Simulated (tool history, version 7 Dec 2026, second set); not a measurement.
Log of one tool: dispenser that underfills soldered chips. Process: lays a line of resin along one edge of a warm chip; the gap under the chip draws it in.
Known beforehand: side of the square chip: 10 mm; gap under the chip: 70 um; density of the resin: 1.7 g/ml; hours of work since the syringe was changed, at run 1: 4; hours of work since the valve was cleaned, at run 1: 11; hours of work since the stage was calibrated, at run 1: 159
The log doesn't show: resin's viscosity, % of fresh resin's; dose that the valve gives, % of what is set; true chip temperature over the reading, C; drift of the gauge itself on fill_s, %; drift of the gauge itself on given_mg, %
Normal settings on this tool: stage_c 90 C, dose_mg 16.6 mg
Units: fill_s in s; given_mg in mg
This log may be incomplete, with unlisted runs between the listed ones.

run,day,stage_c,dose_mg,hours of work since the syringe was changed,hours of work since the valve was cleaned,hours of work since the stage was calibrated,fill_s,given_mg
1,0,90,16.6,4,11,159,23.3,16.48
2,0.204,90,16.6,7,14,162,27,16.45
3,0.321,90,16.6,9,16,164,29.7,16.42
# day 0.383: new syringe of resin
4,0.479,90,16.6,1,18,166,20.6,16.46
5,0.646,90,16.6,4,21,169,23.4,16.19
6,0.812,90,16.6,7,23,171,26.8,16.28
# day 1.008: new syringe of resin
7,1.008,90,16.6,0,26,174,19.1,16.29
8,1.175,90,16.6,3,29,177,21.6,16.26
9,1.292,90,16.6,4,31,179,23.7,16.12
10,1.529,90,16.6,8,34,182,29,16.08
# day 1.629: new syringe of resin
11,1.808,90,16.6,3,39,187,21.7,16.1
12,1.938,90,16.6,5,41,189,24.2,16.09
13,2.129,90,16.6,8,44,192,27,15.99
# day 2.267: new syringe of resin
14,2.317,90,16.6,1,46,194,20.2,16.06
15,2.475,83,16.6,3,49,197,29.6,15.85
16,2.612,81,16.6,5,51,199,34.1,15.92
17,2.821,90,16.6,9,54,202,29.1,15.75
# day 2.896: new syringe of resin
18,3.008,86,15.8,2,57,205,25.3,14.93
19,3.138,94,14.4,4,59,207,21.9,13.7

Predict the results of run 20:
20,3.371,94,14.4,7,62,211,?,?

fill_s: 26 s
given_mg: 13.64 mg
With no hidden state in the tool, this same run would have given fill_s 18.3 s, given_mg 14.38 mg.

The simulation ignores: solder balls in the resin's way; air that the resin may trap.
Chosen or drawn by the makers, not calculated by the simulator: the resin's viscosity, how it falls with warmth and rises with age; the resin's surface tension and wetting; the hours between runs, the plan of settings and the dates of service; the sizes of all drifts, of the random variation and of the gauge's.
